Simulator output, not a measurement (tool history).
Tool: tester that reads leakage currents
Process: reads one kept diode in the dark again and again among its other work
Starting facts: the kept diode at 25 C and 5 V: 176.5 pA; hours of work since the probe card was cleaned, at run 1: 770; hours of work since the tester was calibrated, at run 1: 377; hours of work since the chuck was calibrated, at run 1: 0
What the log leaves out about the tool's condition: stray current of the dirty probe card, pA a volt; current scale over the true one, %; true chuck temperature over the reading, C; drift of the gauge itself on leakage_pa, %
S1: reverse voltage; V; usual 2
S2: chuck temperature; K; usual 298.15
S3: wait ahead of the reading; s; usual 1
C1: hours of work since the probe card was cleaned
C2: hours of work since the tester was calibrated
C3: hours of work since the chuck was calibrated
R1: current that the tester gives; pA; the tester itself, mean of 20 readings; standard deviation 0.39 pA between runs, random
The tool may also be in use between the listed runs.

run	hour	S1	S2	S3	C1	C2	C3	R1
1	0	2	298.15	1	770	377	0	129.98
2	174.3	2	298.15	1	852	460	82	128.65
3	340.5	2	298.15	1	931	538	161	128.14
4	474	2	298.15	1	994	601	224	127.38
5	632.3	2	298.15	1	1069	676	299	126.65
6	809.5	2	298.15	1	1153	760	383	126.4
7	896	2	293.15	1	1194	801	424	80.07
8	990	2	293.15	1	1238	846	468	80.24
9	1124.7	2	293.15	1	1302	909	532	79.47
10	1300	2	298.15	0.48	1385	992	615	124.87
11	1387.7	2	298.15	0.48	1426	1034	657	123.74
12	1508.8	2	298.15	0.48	1484	1091	714	123.59

Run 13 is up next; what results do you expect?
13	1640.7	2.54	319.15	5.84	1546	1154	776	?

{"run 13": {"R1": 772}}
The same run, on a tool lacking any hidden state, would have yielded R1 821.29 pA.
